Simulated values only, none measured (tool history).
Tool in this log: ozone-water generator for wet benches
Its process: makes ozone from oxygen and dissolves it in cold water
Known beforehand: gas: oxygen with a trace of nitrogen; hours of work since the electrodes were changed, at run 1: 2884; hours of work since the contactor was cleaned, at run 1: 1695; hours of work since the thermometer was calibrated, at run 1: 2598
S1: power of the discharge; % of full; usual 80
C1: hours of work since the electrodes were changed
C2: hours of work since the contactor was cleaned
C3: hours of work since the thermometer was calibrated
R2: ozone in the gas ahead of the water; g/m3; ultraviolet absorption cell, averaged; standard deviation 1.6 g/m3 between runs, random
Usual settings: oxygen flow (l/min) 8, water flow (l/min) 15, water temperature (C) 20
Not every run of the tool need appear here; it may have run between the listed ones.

{"run": 1, "day": 0.0, "S1": 80, "oxygen flow (l/min)": 8, "water flow (l/min)": 15, "water temperature (C)": 20, "C1": 2884, "C2": 1695, "C3": 2598, "dissolved ozone (ppm)": 35.3, "R2": 298.4}
{"run": 2, "day": 4.629, "S1": 80, "oxygen flow (l/min)": 8, "water flow (l/min)": 15, "water temperature (C)": 20, "C1": 2976, "C2": 1787, "C3": 2690, "dissolved ozone (ppm)": 35.1, "R2": 296.9}
{"run": 3, "day": 10.146, "S1": 80, "oxygen flow (l/min)": 8, "water flow (l/min)": 15, "water temperature (C)": 20, "C1": 3086, "C2": 1897, "C3": 2800, "dissolved ozone (ppm)": 35, "R2": 298.7}
{"run": 4, "day": 14.767, "S1": 80, "oxygen flow (l/min)": 8, "water flow (l/min)": 15, "water temperature (C)": 20, "C1": 3178, "C2": 1989, "C3": 2892, "dissolved ozone (ppm)": 35.5, "R2": 301.8}
{"run": 5, "day": 20.575, "S1": 80, "oxygen flow (l/min)": 8, "water flow (l/min)": 15, "water temperature (C)": 20, "C1": 3293, "C2": 2105, "C3": 3008, "dissolved ozone (ppm)": 34.9, "R2": 300}
{"run": 6, "day": 26.221, "S1": 80, "oxygen flow (l/min)": 8, "water flow (l/min)": 15, "water temperature (C)": 20, "C1": 3406, "C2": 2217, "C3": 3120, "dissolved ozone (ppm)": 35.3, "R2": 300.5}
{"run": 7, "day": 29.742, "S1": 80, "oxygen flow (l/min)": 8, "water flow (l/min)": 15, "water temperature (C)": 20, "C1": 3476, "C2": 2287, "C3": 3190, "dissolved ozone (ppm)": 35.3, "R2": 299.8}
{"run": 8, "day": 35.671, "S1": 80, "oxygen flow (l/min)": 8, "water flow (l/min)": 15, "water temperature (C)": 20, "C1": 3594, "C2": 2405, "C3": 3308, "dissolved ozone (ppm)": 35.5, "R2": 302.5}
{"run": 9, "day": 39.933, "S1": 80, "oxygen flow (l/min)": 8, "water flow (l/min)": 15, "water temperature (C)": 20, "C1": 3679, "C2": 2490, "C3": 3393, "dissolved ozone (ppm)": 35.5, "R2": 302.6}
{"run": 10, "day": 42.712, "S1": 80, "oxygen flow (l/min)": 8, "water flow (l/min)": 15, "water temperature (C)": 20, "C1": 3734, "C2": 2545, "C3": 3448, "dissolved ozone (ppm)": 35.1, "R2": 300.8}
{"run": 11, "day": 46.958, "S1": 80, "oxygen flow (l/min)": 8, "water flow (l/min)": 21, "water temperature (C)": 20, "C1": 3819, "C2": 2630, "C3": 3533, "dissolved ozone (ppm)": 28.2, "R2": 301.7}
{"run": 12, "day": 50.271, "S1": 80, "oxygen flow (l/min)": 8, "water flow (l/min)": 21, "water temperature (C)": 20, "C1": 3885, "C2": 2696, "C3": 3599, "dissolved ozone (ppm)": 28.4, "R2": 300.9}
{"run": 13, "day": 54.108, "S1": 80, "oxygen flow (l/min)": 8, "water flow (l/min)": 15, "water temperature (C)": 20, "C1": 3961, "C2": 2772, "C3": 3675, "dissolved ozone (ppm)": 35.3, "R2": 303}
{"run": 14, "day": 57.067, "S1": 80, "oxygen flow (l/min)": 8, "water flow (l/min)": 15, "water temperature (C)": 20, "C1": 4020, "C2": 2831, "C3": 3734, "dissolved ozone (ppm)": 35.2, "R2": 304.8}
{"run": 15, "day": 61.675, "S1": 76, "oxygen flow (l/min)": 7.95, "water flow (l/min)": 15, "water temperature (C)": 20, "C1": 4112, "C2": 2923, "C3": 3826, "dissolved ozone (ppm)": 33.8, "R2": 292.5}
{"run": 16, "day": 68.092, "S1": 53, "oxygen flow (l/min)": 7.95, "water flow (l/min)": 15, "water temperature (C)": 15, "C1": 4239, "C2": 3050, "C3": 3954, "dissolved ozone (ppm)": 27.5, "R2": 213}
{"run": 17, "day": 72.842, "S1": 53, "oxygen flow (l/min)": 7.95, "water flow (l/min)": 15, "water temperature (C)": 15, "C1": 4334, "C2": 3145, "C3": 4048, "dissolved ozone (ppm)": 27.3, "R2": 215.2}
{"day": 76.838, "done": "contactor cleaned"}
{"run": 18, "day": 79.221, "S1": 70, "oxygen flow (l/min)": 12.29, "water flow (l/min)": 15, "water temperature (C)": 20, "C1": 4457, "C2": 47, "C3": 4172, "dissolved ozone (ppm)": 28.9, "R2": 216.9}
{"run": 19, "day": 82.746, "S1": 70, "oxygen flow (l/min)": 12.29, "water flow (l/min)": 15, "water temperature (C)": 20, "C1": 4528, "C2": 118, "C3": 4242, "dissolved ozone (ppm)": 28.9, "R2": 216.8}
{"run": 20, "day": 87.871, "S1": 70, "oxygen flow (l/min)": 12.29, "water flow (l/min)": 10, "water temperature (C)": 20, "C1": 4630, "C2": 220, "C3": 4344, "dissolved ozone (ppm)": 35.1, "R2": 215.9}
{"run": 21, "day": 90.979, "S1": 92, "oxygen flow (l/min)": 5.83, "water flow (l/min)": 14, "water temperature (C)": 23, "C1": 4691, "C2": 281, "C3": 4406, "dissolved ozone (ppm)": 40.9, "R2": 405.4}
{"run": 22, "day": 94.683, "S1": 92, "oxygen flow (l/min)": 5.83, "water flow (l/min)": 14, "water temperature (C)": 23, "C1": 4765, "C2": 355, "C3": 4479, "dissolved ozone (ppm)": 41, "R2": 404.2}
{"run": 23, "day": 99.267, "S1": 92, "oxygen flow (l/min)": 5.83, "water flow (l/min)": 11, "water temperature (C)": 18, "C1": 4856, "C2": 447, "C3": 4571, "dissolved ozone (ppm)": 53.2, "R2": 402.2}
{"run": 24, "day": 104.55, "S1": 79, "oxygen flow (l/min)": 8, "water flow (l/min)": 15, "water temperature (C)": 20, "C1": 4962, "C2": 552, "C3": 4676, "dissolved ozone (ppm)": 34.9, "R2": 300.8}
{"run": 25, "day": 107.912, "S1": 79, "oxygen flow (l/min)": 8, "water flow (l/min)": 15, "water temperature (C)": 20, "C1": 5029, "C2": 619, "C3": 4743, "dissolved ozone (ppm)": 35.3, "R2": 303.8}
{"run": 26, "day": 111.083, "S1": 79, "oxygen flow (l/min)": 8, "water flow (l/min)": 15, "water temperature (C)": 20, "C1": 5092, "C2": 682, "C3": 4806, "dissolved ozone (ppm)": 34.8, "R2": 304.7}
{"run": 27, "day": 117.358, "S1": 67, "oxygen flow (l/min)": 4.15, "water flow (l/min)": 15, "water temperature (C)": 13, "C1": 5217, "C2": 807, "C3": 4931, "dissolved ozone (ppm)": 35.4, "R2": 371.8}
{"run": 28, "day": 121.362, "S1": 80, "oxygen flow (l/min)": 11.4, "water flow (l/min)": 15, "water temperature (C)": 18, "C1": 5296, "C2": 886, "C3": 5011, "dissolved ozone (ppm)": 34.8, "R2": 256.4}

What if the next run were any one of these 5? Each begins from the tool's condition after run 28:
{"day": 122.104, "done": "electrodes of the discharge changed"}
{"run": "A", "day": 125.529, "S1": 71, "oxygen flow (l/min)": 8, "water flow (l/min)": 15, "water temperature (C)": 16, "C1": 68, "C2": 964, "C3": 5089, "dissolved ozone (ppm)": "?", "R2": "?"}
{"day": 122.104, "done": "electrodes of the discharge changed"}
{"run": "B", "day": 125.529, "S1": 80, "oxygen flow (l/min)": 4.42, "water flow (l/min)": 15, "water temperature (C)": 20, "C1": 68, "C2": 964, "C3": 5089, "dissolved ozone (ppm)": "?", "R2": "?"}
{"day": 122.104, "done": "electrodes of the discharge changed"}
{"run": "C", "day": 125.529, "S1": 46, "oxygen flow (l/min)": 8, "water flow (l/min)": 24, "water temperature (C)": 16, "C1": 68, "C2": 964, "C3": 5089, "dissolved ozone (ppm)": "?", "R2": "?"}
{"day": 122.104, "done": "electrodes of the discharge changed"}
{"run": "D", "day": 125.529, "S1": 84, "oxygen flow (l/min)": 4.79, "water flow (l/min)": 15, "water temperature (C)": 18, "C1": 68, "C2": 964, "C3": 5089, "dissolved ozone (ppm)": "?", "R2": "?"}
{"day": 122.104, "done": "electrodes of the discharge changed"}
{"run": "E", "day": 125.529, "S1": 67, "oxygen flow (l/min)": 14.06, "water flow (l/min)": 15, "water temperature (C)": 14, "C1": 68, "C2": 964, "C3": 5089, "dissolved ozone (ppm)": "?", "R2": "?"}

run=A dissolved_ozone_(ppm)=34.5 R2=277.1
run=B dissolved_ozone_(ppm)=37.3 R2=420.5
run=C dissolved_ozone_(ppm)=17.1 R2=193.8
run=D dissolved_ozone_(ppm)=40.3 R2=423.4
run=E dissolved_ozone_(ppm)=30.8 R2=195.9
With no hidden state in the tool, these same runs would have given:
run=A dissolved_ozone_(ppm)=34.5 R2=269.4
run=B dissolved_ozone_(ppm)=37.4 R2=408.9
run=C dissolved_ozone_(ppm)=17.1 R2=188.4
run=D dissolved_ozone_(ppm)=40.4 R2=411.8
run=E dissolved_ozone_(ppm)=30.8 R2=190.5

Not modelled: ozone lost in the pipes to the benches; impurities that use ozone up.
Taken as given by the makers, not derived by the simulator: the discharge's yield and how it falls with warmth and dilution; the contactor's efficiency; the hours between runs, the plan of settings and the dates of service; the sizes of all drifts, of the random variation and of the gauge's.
